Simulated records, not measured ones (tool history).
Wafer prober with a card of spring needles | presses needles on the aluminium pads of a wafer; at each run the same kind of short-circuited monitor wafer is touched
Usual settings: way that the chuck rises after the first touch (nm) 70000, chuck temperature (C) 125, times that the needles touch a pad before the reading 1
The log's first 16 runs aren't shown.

run   hour  way that the chuck rises after the first touch (nm)  chuck temperature (C)  times that the needles touch a pad before the reading  resistance of one needle with its contact and lead (mohm)  way that a needle slides on the pad (nm)
     247.6  -- tips cleaned on abrasive film
 17  253.8                                                51000                    125                                                      1                                                        243                                      7440
 18  270.1                                                89000                    125                                                      3                                                        224                                     13050
     271.7  -- tips cleaned on abrasive film
 19  290.3                                                56000                     56                                                      2                                                        228                                      8140
     295.9  -- tips cleaned on abrasive film
 20  310.4                                                56000                     56                                                      2                                                        226                                      8160
     319.4  -- tips cleaned on abrasive film
 21  324.7                                                72000                    100                                                      1                                                        225                                     10520
 22  340.5                                                53000                     55                                                      2                                                        232                                      7700
     344.1  -- tips cleaned on abrasive film
 23  362.2                                                75000                     76                                                      1                                                        231                                     10900
     367.6  -- tips cleaned on abrasive film
 24  380.9                                                51000                     26                                                      1                                                        247                                      7350
 25  389.6                                                51000                     26                                                      1                                                        255                                      7400
     391.9  -- tips cleaned on abrasive film
 26  409.2                                                70000                     38                                                      2                                                        220                                     10170
     415.2  -- tips cleaned on abrasive film
 27  418.6                                                56000                     29                                                      1                                                        219                                      8080
 28  435.4                                                56000                     29                                                      1                                                        242                                      8140
     438.4  -- tips cleaned on abrasive film
 29  449.1                                                53000                    125                                                      1                                                        253                                      7650
     462.1  -- tips cleaned on abrasive film
 30  467.9                                                53000                    125                                                      1                                                        244                                      7640
     485.4  -- tips cleaned on abrasive film
 31  486.8                                                53000                    125                                                      1                                                        231                                      7630
 32  502.3                                                53000                     26                                                      1                                                        245                                      7650
     509.2  -- tips cleaned on abrasive film
 33  513.3                                                52000                     97                                                      1                                                        233                                      7420

Forecast each of these 5 alternatives for the next run:
  A  528.8                                                50000                    125                                                      1                                                          ?                                         ?
  B  528.8                                                70000                     92                                                      1                                                          ?                                         ?
  C  528.8                                                65000                     97                                                      1                                                          ?                                         ?
  D  528.8                                                70000                    125                                                      2                                                          ?                                         ?
  E  528.8                                                52000                     90                                                      1                                                          ?                                         ?

run  resistance of one needle with its contact and lead (mohm)  way that a needle slides on the pad (nm)
  A                                                        266                                      7160
  B                                                        239                                     10100
  C                                                        245                                      9380
  D                                                        236                                     10100
  E                                                        260                                      7470
Without the tool's hidden state the same runs would have given:
run  resistance of one needle with its contact and lead (mohm)  way that a needle slides on the pad (nm)
  A                                                        222                                      7320
  B                                                        211                                     10260
  C                                                        215                                      9540
  D                                                        220                                     10260
  E                                                        216                                      7630
